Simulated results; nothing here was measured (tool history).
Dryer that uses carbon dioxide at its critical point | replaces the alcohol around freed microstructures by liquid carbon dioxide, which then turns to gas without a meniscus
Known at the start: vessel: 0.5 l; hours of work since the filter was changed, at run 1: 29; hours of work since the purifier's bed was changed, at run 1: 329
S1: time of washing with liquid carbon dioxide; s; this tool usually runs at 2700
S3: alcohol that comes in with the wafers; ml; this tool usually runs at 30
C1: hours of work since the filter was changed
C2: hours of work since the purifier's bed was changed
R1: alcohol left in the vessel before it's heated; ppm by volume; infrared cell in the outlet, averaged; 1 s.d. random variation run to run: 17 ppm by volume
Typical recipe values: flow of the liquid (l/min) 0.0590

Run 1, hour 0.0: usual settings; C1 29; C2 329. Result: R1 1233 ppm by volume.
Run 2, hour 28.3: usual settings; C1 46; C2 346. Result: R1 1236 ppm by volume.
Run 3, hour 50.8: usual settings; C1 60; C2 360. Result: R1 1267 ppm by volume.
Run 4, hour 67.0: usual settings; C1 69; C2 369. Result: R1 1301 ppm by volume.
Run 5, hour 82.7: usual settings; C1 79; C2 379. Result: R1 1317 ppm by volume.
Run 6, hour 117.5: usual settings; C1 100; C2 400. Result: R1 1302 ppm by volume.
Run 7, hour 141.2: usual settings; C1 114; C2 414. Result: R1 1335 ppm by volume.
Run 8, hour 170.5: usual settings; C1 131; C2 431. Result: R1 1401 ppm by volume.
Run 9, hour 198.2: usual settings but S1 2640 s; C1 148; C2 448. Result: R1 1483 ppm by volume.
Run 10, hour 216.6: usual settings but S3 22 ml; C1 159; C2 459. Result: R1 1063 ppm by volume.
Run 11, hour 241.0: usual settings but S3 22 ml; C1 173; C2 473. Result: R1 1075 ppm by volume.
Run 12, hour 269.4: usual settings; C1 190; C2 490. Result: R1 1494 ppm by volume.
Run 13, hour 287.0: usual settings; C1 201; C2 501. Result: R1 1513 ppm by volume.
Run 14, hour 312.4: usual settings but S1 1920 s, flow of the liquid (l/min) 0.0844, S3 98 ml; C1 216; C2 516. Result: R1 4350 ppm by volume.
Run 15, hour 328.3: usual settings but S1 3240 s, flow of the liquid (l/min) 0.0844, S3 52 ml; C1 225; C2 526. Result: R1 238 ppm by volume.
Run 16, hour 347.6: usual settings but S1 3180 s, flow of the liquid (l/min) 0.0377, S3 26 ml; C1 237; C2 537. Result: R1 3395 ppm by volume.
Run 17, hour 368.1: usual settings but S1 2040 s, flow of the liquid (l/min) 0.0450, S3 44 ml; C1 249; C2 549. Result: R1 10710 ppm by volume.
Run 18, hour 393.4: usual settings but flow of the liquid (l/min) 0.0657, S3 24 ml; C1 264; C2 564. Result: R1 859 ppm by volume.
Run 19, hour 423.5: usual settings but S1 2340 s, flow of the liquid (l/min) 0.0458, S3 69 ml; C1 282; C2 582. Result: R1 12188 ppm by volume.
Run 20, hour 442.6: usual settings but S1 2940 s, flow of the liquid (l/min) 0.0977, S3 69 ml; C1 294; C2 594. Result: R1 250 ppm by volume.
Run 21, hour 460.6: usual settings but S1 2880 s, flow of the liquid (l/min) 0.0488, S3 29 ml; C1 305; C2 605. Result: R1 2479 ppm by volume.
Run 22, hour 478.7: usual settings but S1 2880 s, flow of the liquid (l/min) 0.0380, S3 45 ml; C1 315; C2 615. Result: R1 7911 ppm by volume.
Run 23, hour 500.1: usual settings but S1 2880 s, flow of the liquid (l/min) 0.0544, S3 24 ml; C1 328; C2 628. Result: R1 1521 ppm by volume.
Run 24, hour 519.1: usual settings but S1 2880 s, flow of the liquid (l/min) 0.0544, S3 24 ml; C1 339; C2 639. Result: R1 1513 ppm by volume.

Each row is a separate what-if for the run after 24, all from the same tool condition, not one after another. Results?
Run A, hour 541.1: usual settings but S1 1740 s, flow of the liquid (l/min) 0.0928, S3 104 ml; C1 353; C2 653. Result: R1 ?.
Run B, hour 541.1: usual settings but S1 1680 s, flow of the liquid (l/min) 0.0544, S3 29 ml; C1 353; C2 653. Result: R1 ?.
Run C, hour 541.1: usual settings but S1 1800 s, flow of the liquid (l/min) 0.0426, S3 24 ml; C1 353; C2 653. Result: R1 ?.
Run D, hour 541.1: usual settings but S1 1980 s, flow of the liquid (l/min) 0.0381; C1 353; C2 653. Result: R1 ?.

run     R1
  A   5413
  B   7849
  C   8651
  D  11326
Take away the tool's hidden state, keep each run's random variation, and the runs would have read:
run    R1
  A  3458
  B  6101
  C  7011
  D  9239
